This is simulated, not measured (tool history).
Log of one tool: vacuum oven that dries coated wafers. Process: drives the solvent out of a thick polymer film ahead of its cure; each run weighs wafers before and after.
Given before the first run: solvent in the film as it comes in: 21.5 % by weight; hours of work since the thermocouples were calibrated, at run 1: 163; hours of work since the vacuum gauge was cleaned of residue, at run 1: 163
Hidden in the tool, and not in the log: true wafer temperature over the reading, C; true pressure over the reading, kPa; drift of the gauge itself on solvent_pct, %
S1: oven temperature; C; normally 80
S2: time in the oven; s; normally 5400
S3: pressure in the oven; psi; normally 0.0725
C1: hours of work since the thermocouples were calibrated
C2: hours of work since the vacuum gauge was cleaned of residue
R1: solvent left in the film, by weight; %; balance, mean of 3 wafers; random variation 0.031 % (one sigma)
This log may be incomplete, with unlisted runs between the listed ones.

{"run": 1, "hour": 0.0, "S1": 80, "S2": 5400, "S3": 0.0725, "C1": 163, "C2": 163, "R1": 1.9}
{"run": 2, "hour": 86.9, "S1": 80, "S2": 3360, "S3": 0.0725, "C1": 231, "C2": 231, "R1": 3.97}
{"run": 3, "hour": 146.3, "S1": 80, "S2": 3360, "S3": 0.0738, "C1": 277, "C2": 277, "R1": 4}
{"run": 4, "hour": 221.4, "S1": 80, "S2": 5400, "S3": 0.0725, "C1": 336, "C2": 336, "R1": 1.92}
{"run": 5, "hour": 281.4, "S1": 80, "S2": 5400, "S3": 0.0725, "C1": 382, "C2": 382, "R1": 1.84}
{"run": 6, "hour": 347.3, "S1": 80, "S2": 5400, "S3": 0.0725, "C1": 434, "C2": 434, "R1": 1.86}
{"run": 7, "hour": 412.7, "S1": 80, "S2": 5400, "S3": 0.0725, "C1": 485, "C2": 485, "R1": 1.82}
{"run": 8, "hour": 501.3, "S1": 80, "S2": 5400, "S3": 0.0725, "C1": 554, "C2": 554, "R1": 1.85}
{"run": 9, "hour": 562.8, "S1": 80, "S2": 5400, "S3": 0.0725, "C1": 602, "C2": 602, "R1": 1.85}
{"run": 10, "hour": 614.9, "S1": 80, "S2": 5400, "S3": 0.0725, "C1": 642, "C2": 642, "R1": 1.86}
{"run": 11, "hour": 671.6, "S1": 80, "S2": 5400, "S3": 0.0725, "C1": 686, "C2": 686, "R1": 1.81}
{"run": 12, "hour": 724.8, "S1": 93, "S2": 5400, "S3": 0.0725, "C1": 728, "C2": 728, "R1": 0.46}
{"run": 13, "hour": 816.2, "S1": 93, "S2": 5400, "S3": 0.0725, "C1": 799, "C2": 799, "R1": 0.52}
{"run": 14, "hour": 892.1, "S1": 93, "S2": 5400, "S3": 0.0725, "C1": 858, "C2": 858, "R1": 0.58}
{"run": 15, "hour": 958.6, "S1": 93, "S2": 5400, "S3": 0.0725, "C1": 910, "C2": 910, "R1": 0.53}
{"run": 16, "hour": 1027.6, "S1": 93, "S2": 8460, "S3": 0.0966, "C1": 964, "C2": 964, "R1": 0.59}
{"run": 17, "hour": 1081.3, "S1": 73, "S2": 4140, "S3": 0.1046, "C1": 1006, "C2": 1006, "R1": 5.24}
{"run": 18, "hour": 1179.1, "S1": 73, "S2": 4140, "S3": 0.1046, "C1": 1082, "C2": 1082, "R1": 5.25}
{"hour": 1187.0, "done": "oven's thermocouples calibrated"}
{"run": 19, "hour": 1224.5, "S1": 73, "S2": 5340, "S3": 0.1046, "C1": 29, "C2": 1116, "R1": 4.24}
{"run": 20, "hour": 1275.5, "S1": 73, "S2": 5340, "S3": 0.1046, "C1": 69, "C2": 1155, "R1": 4.28}
{"run": 21, "hour": 1364.4, "S1": 73, "S2": 5340, "S3": 0.1534, "C1": 138, "C2": 1225, "R1": 4.63}
{"run": 22, "hour": 1429.9, "S1": 83, "S2": 3060, "S3": 0.1516, "C1": 189, "C2": 1276, "R1": 4.13}
{"run": 23, "hour": 1469.7, "S1": 92, "S2": 4620, "S3": 0.0725, "C1": 220, "C2": 1307, "R1": 0.8}
{"run": 24, "hour": 1559.3, "S1": 92, "S2": 4620, "S3": 0.0725, "C1": 290, "C2": 1376, "R1": 0.8}
{"run": 25, "hour": 1630.4, "S1": 92, "S2": 4620, "S3": 0.0725, "C1": 345, "C2": 1432, "R1": 0.76}
{"run": 26, "hour": 1686.9, "S1": 92, "S2": 4620, "S3": 0.0725, "C1": 389, "C2": 1476, "R1": 0.79}
{"run": 27, "hour": 1742.2, "S1": 70, "S2": 6420, "S3": 0.2482, "C1": 433, "C2": 1519, "R1": 5.82}

Alternative continuations, all from the tool just after run 27; predict every row:
{"run": "A", "hour": 1789.6, "S1": 80, "S2": 9360, "S3": 0.132, "C1": 469, "C2": 1556, "R1": "?"}
{"run": "B", "hour": 1789.6, "S1": 80, "S2": 6060, "S3": 0.0725, "C1": 469, "C2": 1556, "R1": "?"}
{"run": "C", "hour": 1789.6, "S1": 70, "S2": 7800, "S3": 0.0833, "C1": 469, "C2": 1556, "R1": "?"}

run=A R1=1.48
run=B R1=1.68
run=C R1=3.21
Without the tool's hidden state the same runs would have given:
run=A R1=1.21
run=B R1=1.49
run=C R1=2.98
